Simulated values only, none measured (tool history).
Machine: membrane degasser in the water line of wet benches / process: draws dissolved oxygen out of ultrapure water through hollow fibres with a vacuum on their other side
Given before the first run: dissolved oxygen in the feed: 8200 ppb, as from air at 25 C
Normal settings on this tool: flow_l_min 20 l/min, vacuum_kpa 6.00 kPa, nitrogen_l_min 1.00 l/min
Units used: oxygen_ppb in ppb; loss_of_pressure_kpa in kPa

{"run": 1, "hour": 0.0, "flow_l_min": 20, "vacuum_kpa": 6.0, "nitrogen_l_min": 1.0, "oxygen_ppb": 127.5, "loss_of_pressure_kpa": 65.69}
{"run": 2, "hour": 54.0, "flow_l_min": 13, "vacuum_kpa": 6.0, "nitrogen_l_min": 1.0, "oxygen_ppb": 84.9, "loss_of_pressure_kpa": 42.44}
{"run": 3, "hour": 121.4, "flow_l_min": 13, "vacuum_kpa": 6.0, "nitrogen_l_min": 1.0, "oxygen_ppb": 85.1, "loss_of_pressure_kpa": 42.33}
{"run": 4, "hour": 168.7, "flow_l_min": 13, "vacuum_kpa": 6.0, "nitrogen_l_min": 1.0, "oxygen_ppb": 83.7, "loss_of_pressure_kpa": 42.32}
{"run": 5, "hour": 226.4, "flow_l_min": 13, "vacuum_kpa": 6.0, "nitrogen_l_min": 1.0, "oxygen_ppb": 85.2, "loss_of_pressure_kpa": 42.7}
{"hour": 247.0, "done": "vacuum gauge calibrated"}
{"run": 6, "hour": 281.1, "flow_l_min": 13, "vacuum_kpa": 6.0, "nitrogen_l_min": 1.0, "oxygen_ppb": 85.5, "loss_of_pressure_kpa": 42.5}
{"run": 7, "hour": 331.0, "flow_l_min": 13, "vacuum_kpa": 6.0, "nitrogen_l_min": 1.0, "oxygen_ppb": 84.4, "loss_of_pressure_kpa": 42.63}
{"run": 8, "hour": 396.1, "flow_l_min": 20, "vacuum_kpa": 6.0, "nitrogen_l_min": 0.59, "oxygen_ppb": 197.4, "loss_of_pressure_kpa": 65.43}
{"run": 9, "hour": 444.8, "flow_l_min": 20, "vacuum_kpa": 6.0, "nitrogen_l_min": 0.58, "oxygen_ppb": 197.9, "loss_of_pressure_kpa": 65.53}
{"run": 10, "hour": 488.6, "flow_l_min": 20, "vacuum_kpa": 6.0, "nitrogen_l_min": 0.58, "oxygen_ppb": 199.1, "loss_of_pressure_kpa": 65.79}
{"run": 11, "hour": 548.2, "flow_l_min": 20, "vacuum_kpa": 6.0, "nitrogen_l_min": 0.58, "oxygen_ppb": 201.4, "loss_of_pressure_kpa": 65.63}
{"run": 12, "hour": 601.7, "flow_l_min": 20, "vacuum_kpa": 6.0, "nitrogen_l_min": 0.58, "oxygen_ppb": 202.2, "loss_of_pressure_kpa": 65.21}
{"run": 13, "hour": 653.5, "flow_l_min": 20, "vacuum_kpa": 6.0, "nitrogen_l_min": 0.58, "oxygen_ppb": 195.5, "loss_of_pressure_kpa": 65.4}
{"run": 14, "hour": 690.3, "flow_l_min": 20, "vacuum_kpa": 6.0, "nitrogen_l_min": 1.0, "oxygen_ppb": 129.3, "loss_of_pressure_kpa": 65.2}
{"run": 15, "hour": 750.2, "flow_l_min": 13, "vacuum_kpa": 3.93, "nitrogen_l_min": 1.73, "oxygen_ppb": 13.6, "loss_of_pressure_kpa": 42.26}
{"run": 16, "hour": 791.1, "flow_l_min": 13, "vacuum_kpa": 5.2, "nitrogen_l_min": 1.73, "oxygen_ppb": 36.6, "loss_of_pressure_kpa": 42.4}
{"run": 17, "hour": 844.9, "flow_l_min": 28, "vacuum_kpa": 5.2, "nitrogen_l_min": 0.59, "oxygen_ppb": 202.5, "loss_of_pressure_kpa": 91.18}
{"run": 18, "hour": 889.2, "flow_l_min": 31, "vacuum_kpa": 4.24, "nitrogen_l_min": 1.9, "oxygen_ppb": 75.8, "loss_of_pressure_kpa": 101.47}
{"run": 19, "hour": 919.7, "flow_l_min": 20, "vacuum_kpa": 6.0, "nitrogen_l_min": 0.43, "oxygen_ppb": 251.7, "loss_of_pressure_kpa": 65.36}
{"run": 20, "hour": 986.7, "flow_l_min": 20, "vacuum_kpa": 8.79, "nitrogen_l_min": 1.0, "oxygen_ppb": 250.8, "loss_of_pressure_kpa": 65.81}
{"run": 21, "hour": 1035.2, "flow_l_min": 20, "vacuum_kpa": 8.79, "nitrogen_l_min": 1.0, "oxygen_ppb": 247.8, "loss_of_pressure_kpa": 65.33}
{"run": 22, "hour": 1092.6, "flow_l_min": 20, "vacuum_kpa": 6.0, "nitrogen_l_min": 1.16, "oxygen_ppb": 112.2, "loss_of_pressure_kpa": 65.36}
{"run": 23, "hour": 1146.1, "flow_l_min": 20, "vacuum_kpa": 6.0, "nitrogen_l_min": 1.16, "oxygen_ppb": 111.1, "loss_of_pressure_kpa": 65.44}
{"run": 24, "hour": 1187.5, "flow_l_min": 29, "vacuum_kpa": 9.99, "nitrogen_l_min": 0.44, "oxygen_ppb": 771.8, "loss_of_pressure_kpa": 94.33}
{"run": 25, "hour": 1243.3, "flow_l_min": 15, "vacuum_kpa": 9.99, "nitrogen_l_min": 1.92, "oxygen_ppb": 126.3, "loss_of_pressure_kpa": 49.24}
{"run": 26, "hour": 1295.7, "flow_l_min": 14, "vacuum_kpa": 14.54, "nitrogen_l_min": 0.84, "oxygen_ppb": 412.3, "loss_of_pressure_kpa": 45.49}
{"run": 27, "hour": 1353.7, "flow_l_min": 14, "vacuum_kpa": 14.54, "nitrogen_l_min": 0.84, "oxygen_ppb": 413.8, "loss_of_pressure_kpa": 45.77}
{"run": 28, "hour": 1409.1, "flow_l_min": 32, "vacuum_kpa": 6.15, "nitrogen_l_min": 0.81, "oxygen_ppb": 276.7, "loss_of_pressure_kpa": 105.22}

Alternative continuations, all from the tool just after run 28; predict every row:
{"run": "A", "hour": 1443.3, "flow_l_min": 12, "vacuum_kpa": 10.05, "nitrogen_l_min": 1.71, "oxygen_ppb": "?", "loss_of_pressure_kpa": "?"}
{"run": "B", "hour": 1443.3, "flow_l_min": 20, "vacuum_kpa": 6.0, "nitrogen_l_min": 2.04, "oxygen_ppb": "?", "loss_of_pressure_kpa": "?"}
{"run": "C", "hour": 1443.3, "flow_l_min": 32, "vacuum_kpa": 9.06, "nitrogen_l_min": 0.81, "oxygen_ppb": "?", "loss_of_pressure_kpa": "?"}
{"run": "D", "hour": 1443.3, "flow_l_min": 25, "vacuum_kpa": 4.09, "nitrogen_l_min": 1.23, "oxygen_ppb": "?", "loss_of_pressure_kpa": "?"}

run=A oxygen_ppb=113.8 loss_of_pressure_kpa=39.07
run=B oxygen_ppb=68.4 loss_of_pressure_kpa=64.69
run=C oxygen_ppb=488.5 loss_of_pressure_kpa=105.18
run=D oxygen_ppb=54.6 loss_of_pressure_kpa=82.00
Stripped of hidden state, with their random variation kept, the same runs would have yielded:
run=A oxygen_ppb=113.7 loss_of_pressure_kpa=39.06
run=B oxygen_ppb=68.4 loss_of_pressure_kpa=64.67
run=C oxygen_ppb=488.5 loss_of_pressure_kpa=105.16
run=D oxygen_ppb=54.6 loss_of_pressure_kpa=81.98
